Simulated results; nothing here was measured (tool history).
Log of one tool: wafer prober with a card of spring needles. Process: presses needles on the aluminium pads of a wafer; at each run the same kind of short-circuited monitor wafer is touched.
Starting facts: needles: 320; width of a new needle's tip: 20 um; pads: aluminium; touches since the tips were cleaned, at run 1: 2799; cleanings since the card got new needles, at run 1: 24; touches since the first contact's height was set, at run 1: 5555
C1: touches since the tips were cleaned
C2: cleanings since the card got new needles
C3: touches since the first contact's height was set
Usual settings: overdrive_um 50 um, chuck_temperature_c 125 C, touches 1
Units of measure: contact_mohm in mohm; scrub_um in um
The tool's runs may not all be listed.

{"run": 1, "hour": 0.0, "overdrive_um": 50, "chuck_temperature_c": 125, "touches": 1, "C1": 2799, "C2": 24, "C3": 5555, "contact_mohm": 177, "scrub_um": 11.17}
{"run": 2, "hour": 7.1, "overdrive_um": 50, "chuck_temperature_c": 125, "touches": 1, "C1": 5185, "C2": 24, "C3": 7941, "contact_mohm": 174, "scrub_um": 11.23}
{"hour": 8.6, "done": "tips cleaned on abrasive film"}
{"run": 3, "hour": 15.5, "overdrive_um": 50, "chuck_temperature_c": 125, "touches": 1, "C1": 2315, "C2": 25, "C3": 10707, "contact_mohm": 172, "scrub_um": 11.2}
{"hour": 25.3, "done": "tips cleaned on abrasive film"}
{"run": 4, "hour": 30.6, "overdrive_um": 50, "chuck_temperature_c": 125, "touches": 1, "C1": 1754, "C2": 26, "C3": 15729, "contact_mohm": 173, "scrub_um": 11.25}
{"run": 5, "hour": 37.8, "overdrive_um": 50, "chuck_temperature_c": 125, "touches": 1, "C1": 4179, "C2": 26, "C3": 18154, "contact_mohm": 173, "scrub_um": 11.29}
{"hour": 42.4, "done": "tips cleaned on abrasive film"}
{"run": 6, "hour": 48.8, "overdrive_um": 50, "chuck_temperature_c": 125, "touches": 1, "C1": 2145, "C2": 27, "C3": 21820, "contact_mohm": 173, "scrub_um": 11.24}
{"hour": 59.5, "done": "tips cleaned on abrasive film"}
{"run": 7, "hour": 63.9, "overdrive_um": 50, "chuck_temperature_c": 125, "touches": 1, "C1": 1464, "C2": 28, "C3": 26834, "contact_mohm": 176, "scrub_um": 11.3}
{"run": 8, "hour": 72.4, "overdrive_um": 50, "chuck_temperature_c": 125, "touches": 1, "C1": 4306, "C2": 28, "C3": 29676, "contact_mohm": 176, "scrub_um": 11.24}
{"hour": 76.4, "done": "tips cleaned on abrasive film"}
{"run": 9, "hour": 79.9, "overdrive_um": 50, "chuck_temperature_c": 125, "touches": 1, "C1": 1158, "C2": 29, "C3": 32152, "contact_mohm": 176, "scrub_um": 11.27}
{"run": 10, "hour": 87.7, "overdrive_um": 50, "chuck_temperature_c": 125, "touches": 2, "C1": 3798, "C2": 29, "C3": 34792, "contact_mohm": 169, "scrub_um": 11.26}
{"hour": 93.3, "done": "tips cleaned on abrasive film"}
{"run": 11, "hour": 97.1, "overdrive_um": 50, "chuck_temperature_c": 125, "touches": 2, "C1": 1275, "C2": 30, "C3": 37881, "contact_mohm": 177, "scrub_um": 11.28}
{"hour": 110.6, "done": "tips cleaned on abrasive film"}
{"run": 12, "hour": 110.6, "overdrive_um": 50, "chuck_temperature_c": 110, "touches": 1, "C1": 0, "C2": 31, "C3": 42372, "contact_mohm": 173, "scrub_um": 11.27}
{"run": 13, "hour": 122.6, "overdrive_um": 33, "chuck_temperature_c": 125, "touches": 1, "C1": 4018, "C2": 31, "C3": 46390, "contact_mohm": 207, "scrub_um": 7.41}
{"hour": 127.6, "done": "tips cleaned on abrasive film"}
{"run": 14, "hour": 132.7, "overdrive_um": 33, "chuck_temperature_c": 37, "touches": 1, "C1": 1705, "C2": 32, "C3": 49765, "contact_mohm": 177, "scrub_um": 7.49}
{"hour": 144.3, "done": "tips cleaned on abrasive film"}
{"run": 15, "hour": 146.8, "overdrive_um": 50, "chuck_temperature_c": 125, "touches": 1, "C1": 840, "C2": 33, "C3": 54439, "contact_mohm": 173, "scrub_um": 11.22}
{"run": 16, "hour": 154.8, "overdrive_um": 50, "chuck_temperature_c": 125, "touches": 1, "C1": 3542, "C2": 33, "C3": 57141, "contact_mohm": 175, "scrub_um": 11.26}
{"hour": 162.0, "done": "tips cleaned on abrasive film"}
{"run": 17, "hour": 166.1, "overdrive_um": 50, "chuck_temperature_c": 125, "touches": 1, "C1": 1358, "C2": 34, "C3": 60863, "contact_mohm": 176, "scrub_um": 11.26}
{"run": 18, "hour": 172.8, "overdrive_um": 50, "chuck_temperature_c": 125, "touches": 2, "C1": 3623, "C2": 34, "C3": 63128, "contact_mohm": 177, "scrub_um": 11.26}
{"hour": 179.7, "done": "tips cleaned on abrasive film"}
{"run": 19, "hour": 180.0, "overdrive_um": 52, "chuck_temperature_c": 125, "touches": 2, "C1": 84, "C2": 35, "C3": 65486, "contact_mohm": 171, "scrub_um": 11.73}
{"run": 20, "hour": 189.3, "overdrive_um": 52, "chuck_temperature_c": 42, "touches": 2, "C1": 3207, "C2": 35, "C3": 68609, "contact_mohm": 150, "scrub_um": 11.66}
{"hour": 197.2, "done": "tips cleaned on abrasive film"}
{"run": 21, "hour": 197.7, "overdrive_um": 52, "chuck_temperature_c": 29, "touches": 2, "C1": 182, "C2": 36, "C3": 71403, "contact_mohm": 147, "scrub_um": 11.69}
{"run": 22, "hour": 208.1, "overdrive_um": 57, "chuck_temperature_c": 37, "touches": 2, "C1": 3669, "C2": 36, "C3": 74890, "contact_mohm": 145, "scrub_um": 12.8}
{"hour": 214.2, "done": "tips cleaned on abrasive film"}
{"run": 23, "hour": 215.9, "overdrive_um": 40, "chuck_temperature_c": 83, "touches": 2, "C1": 562, "C2": 37, "C3": 77463, "contact_mohm": 180, "scrub_um": 9.09}
{"run": 24, "hour": 227.7, "overdrive_um": 36, "chuck_temperature_c": 74, "touches": 2, "C1": 4520, "C2": 37, "C3": 81421, "contact_mohm": 184, "scrub_um": 8.09}
{"hour": 231.2, "done": "tips cleaned on abrasive film"}
{"run": 25, "hour": 240.3, "overdrive_um": 60, "chuck_temperature_c": 74, "touches": 1, "C1": 3053, "C2": 38, "C3": 85617, "contact_mohm": 153, "scrub_um": 13.54}
{"hour": 247.8, "done": "tips cleaned on abrasive film"}
{"run": 26, "hour": 255.5, "overdrive_um": 60, "chuck_temperature_c": 74, "touches": 1, "C1": 2564, "C2": 39, "C3": 90663, "contact_mohm": 150, "scrub_um": 13.48}
{"hour": 264.5, "done": "tips cleaned on abrasive film"}
{"run": 27, "hour": 268.1, "overdrive_um": 60, "chuck_temperature_c": 74, "touches": 1, "C1": 1208, "C2": 40, "C3": 94857, "contact_mohm": 152, "scrub_um": 13.54}
{"run": 28, "hour": 277.3, "overdrive_um": 60, "chuck_temperature_c": 74, "touches": 1, "C1": 4284, "C2": 40, "C3": 97933, "contact_mohm": 154, "scrub_um": 13.55}
{"hour": 281.4, "done": "tips cleaned on abrasive film"}
{"run": 29, "hour": 286.5, "overdrive_um": 50, "chuck_temperature_c": 32, "touches": 2, "C1": 1718, "C2": 41, "C3": 100999, "contact_mohm": 148, "scrub_um": 11.25}
{"run": 30, "hour": 296.6, "overdrive_um": 38, "chuck_temperature_c": 125, "touches": 1, "C1": 5105, "C2": 41, "C3": 104386, "contact_mohm": 196, "scrub_um": 8.53}
{"hour": 298.9, "done": "tips cleaned on abrasive film"}
{"run": 31, "hour": 312.2, "overdrive_um": 38, "chuck_temperature_c": 125, "touches": 1, "C1": 4435, "C2": 42, "C3": 109554, "contact_mohm": 192, "scrub_um": 8.53}
{"hour": 316.1, "done": "tips cleaned on abrasive film"}
{"run": 32, "hour": 319.3, "overdrive_um": 38, "chuck_temperature_c": 125, "touches": 1, "C1": 1098, "C2": 43, "C3": 111927, "contact_mohm": 194, "scrub_um": 8.57}
{"run": 33, "hour": 327.9, "overdrive_um": 38, "chuck_temperature_c": 125, "touches": 1, "C1": 3955, "C2": 43, "C3": 114784, "contact_mohm": 195, "scrub_um": 8.55}
{"hour": 332.8, "done": "tips cleaned on abrasive film"}
{"run": 34, "hour": 340.5, "overdrive_um": 38, "chuck_temperature_c": 125, "touches": 1, "C1": 2606, "C2": 44, "C3": 118995, "contact_mohm": 194, "scrub_um": 8.43}
{"hour": 350.2, "done": "tips cleaned on abrasive film"}
{"run": 35, "hour": 355.6, "overdrive_um": 38, "chuck_temperature_c": 125, "touches": 1, "C1": 1829, "C2": 45, "C3": 124021, "contact_mohm": 193, "scrub_um": 8.55}

Branching from run 35: 3 alternative next runs. What would each branch give?
{"run": "A", "hour": 361.9, "overdrive_um": 38, "chuck_temperature_c": 48, "touches": 1, "C1": 3933, "C2": 45, "C3": 126125, "contact_mohm": "?", "scrub_um": "?"}
{"run": "B", "hour": 361.9, "overdrive_um": 48, "chuck_temperature_c": 116, "touches": 1, "C1": 3933, "C2": 45, "C3": 126125, "contact_mohm": "?", "scrub_um": "?"}
{"run": "C", "hour": 361.9, "overdrive_um": 54, "chuck_temperature_c": 33, "touches": 2, "C1": 3933, "C2": 45, "C3": 126125, "contact_mohm": "?", "scrub_um": "?"}

run=A contact_mohm=170 scrub_um=8.53
run=B contact_mohm=177 scrub_um=10.70
run=C contact_mohm=148 scrub_um=12.19
Stripped of hidden state, with their random variation kept, the same runs would have yielded:
run=A contact_mohm=169 scrub_um=8.53
run=B contact_mohm=177 scrub_um=10.70
run=C contact_mohm=148 scrub_um=12.19

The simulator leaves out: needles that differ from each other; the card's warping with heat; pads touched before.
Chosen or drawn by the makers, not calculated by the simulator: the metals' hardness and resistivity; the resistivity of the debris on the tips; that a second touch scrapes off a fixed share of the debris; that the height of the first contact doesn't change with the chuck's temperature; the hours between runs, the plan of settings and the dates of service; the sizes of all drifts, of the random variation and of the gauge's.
